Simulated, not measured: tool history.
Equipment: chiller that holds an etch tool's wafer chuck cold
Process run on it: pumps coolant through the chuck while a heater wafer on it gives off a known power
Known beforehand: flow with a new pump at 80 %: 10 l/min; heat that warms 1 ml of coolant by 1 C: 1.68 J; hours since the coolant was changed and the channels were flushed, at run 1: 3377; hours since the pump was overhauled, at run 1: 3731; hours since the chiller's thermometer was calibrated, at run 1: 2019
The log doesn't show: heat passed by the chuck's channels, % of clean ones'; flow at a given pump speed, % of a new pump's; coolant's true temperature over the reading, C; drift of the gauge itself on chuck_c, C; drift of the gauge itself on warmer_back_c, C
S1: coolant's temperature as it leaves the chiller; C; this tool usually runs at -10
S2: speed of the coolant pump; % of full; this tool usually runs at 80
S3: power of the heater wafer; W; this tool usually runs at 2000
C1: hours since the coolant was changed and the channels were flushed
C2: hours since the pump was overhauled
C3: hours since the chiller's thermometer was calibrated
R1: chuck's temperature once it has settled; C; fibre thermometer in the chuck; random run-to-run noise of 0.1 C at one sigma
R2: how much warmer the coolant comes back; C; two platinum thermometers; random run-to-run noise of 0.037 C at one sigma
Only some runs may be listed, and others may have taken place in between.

run 1 day=0 | S1=-10 S2=80 S3=2000 | C1=3377 C2=3731 C3=2019 | R1=22.7 R2=8.14
run 2 day=1.683 | S1=-10 S2=80 S3=2000 | C1=3418 C2=3771 C3=2059 | R1=23 R2=8.08
run 3 day=2.908 | S1=-10 S2=80 S3=2000 | C1=3447 C2=3801 C3=2088 | R1=23.1 R2=8.14
run 4 day=4.725 | S1=-10 S2=80 S3=2000 | C1=3491 C2=3844 C3=2132 | R1=23.1 R2=8.12
run 5 day=6.883 | S1=-10 S2=80 S3=2000 | C1=3542 C2=3896 C3=2184 | R1=23.3 R2=8.15
run 6 day=8.621 | S1=-10 S2=80 S3=2000 | C1=3584 C2=3938 C3=2226 | R1=23.5 R2=8.24
run 7 day=9.888 | S1=-10 S2=80 S3=2000 | C1=3614 C2=3968 C3=2256 | R1=23.6 R2=8.24
run 8 day=10.817 | S1=-10 S2=80 S3=2000 | C1=3637 C2=3990 C3=2278 | R1=23.5 R2=8.2
run 9 day=13.029 | S1=-6 S2=80 S3=2000 | C1=3690 C2=4043 C3=2331 | R1=27.7 R2=8.2
run 10 day=14.821 | S1=-6 S2=80 S3=2000 | C1=3733 C2=4086 C3=2374 | R1=27.7 R2=8.23
run 11 day=16.721 | S1=-10 S2=80 S3=2000 | C1=3778 C2=4132 C3=2420 | R1=24.2 R2=8.22
run 12 day=18.867 | S1=-10 S2=80 S3=2000 | C1=3830 C2=4184 C3=2471 | R1=24.1 R2=8.25
run 13 day=20.85 | S1=-10 S2=80 S3=2000 | C1=3878 C2=4231 C3=2519 | R1=24.4 R2=8.28
-- day=21.696 coolant pump overhauled
run 14 day=22.512 | S1=-10 S2=80 S3=2000 | C1=3912 C2=20 C3=2554 | R1=21.3 R2=7.24
run 15 day=24.183 | S1=-17 S2=80 S3=2000 | C1=3953 C2=60 C3=2594 | R1=14.2 R2=7.18
run 16 day=26.258 | S1=-17 S2=80 S3=2000 | C1=4002 C2=110 C3=2644 | R1=14.4 R2=7.28
run 17 day=27.408 | S1=-13 S2=83 S3=1464 | C1=4030 C2=137 C3=2671 | R1=9.5 R2=5.05
run 18 day=28.488 | S1=-8 S2=83 S3=1464 | C1=4056 C2=163 C3=2697 | R1=14.5 R2=5.19
run 19 day=29.467 | S1=-8 S2=83 S3=1464 | C1=4079 C2=187 C3=2721 | R1=14.5 R2=5.08
run 20 day=31.571 | S1=-8 S2=83 S3=1464 | C1=4130 C2=237 C3=2771 | R1=14.9 R2=5.08
run 21 day=33.629 | S1=-16 S2=78 S3=2000 | C1=4179 C2=286 C3=2821 | R1=16.5 R2=7.51
run 22 day=35 | S1=-16 S2=78 S3=2796 | C1=4212 C2=319 C3=2854 | R1=29.4 R2=10.44
run 23 day=36.554 | S1=-8 S2=68 S3=2000 | C1=4249 C2=357 C3=2891 | R1=28.5 R2=8.64
run 24 day=38.408 | S1=-9 S2=64 S3=1693 | C1=4294 C2=401 C3=2935 | R1=23.4 R2=7.95
run 25 day=40.546 | S1=-4 S2=80 S3=2455 | C1=4345 C2=452 C3=2987 | R1=35.4 R2=9.01
run 26 day=41.45 | S1=-7 S2=71 S3=1061 | C1=4367 C2=474 C3=3008 | R1=12.2 R2=4.43
run 27 day=43.033 | S1=-16 S2=71 S3=1061 | C1=4405 C2=512 C3=3046 | R1=3.1 R2=4.49
run 28 day=45.067 | S1=-6 S2=68 S3=1268 | C1=4454 C2=561 C3=3095 | R1=17.7 R2=5.5
run 29 day=46.525 | S1=-18 S2=72 S3=2000 | C1=4489 C2=596 C3=3130 | R1=17.6 R2=8.19

Describe how what the log doesn't record of the tool's condition differs between the last listed run preceding each entry between runs and the first listed run following it.
Run 13 -> run 14: coolant pump overhauled (day 21.696)
  heat passed by the chuck's channels, % of clean ones': 79.7 -> 79.5; flow at a given pump speed, % of a new pump's: 86.5 -> 99.1; coolant's true temperature over the reading, C: 0.38 -> 0.39
  difference, measured minus the result without the unlogged condition, R1: +9.3 -> +6.1 C; R2: +1.12 -> +0.06 C

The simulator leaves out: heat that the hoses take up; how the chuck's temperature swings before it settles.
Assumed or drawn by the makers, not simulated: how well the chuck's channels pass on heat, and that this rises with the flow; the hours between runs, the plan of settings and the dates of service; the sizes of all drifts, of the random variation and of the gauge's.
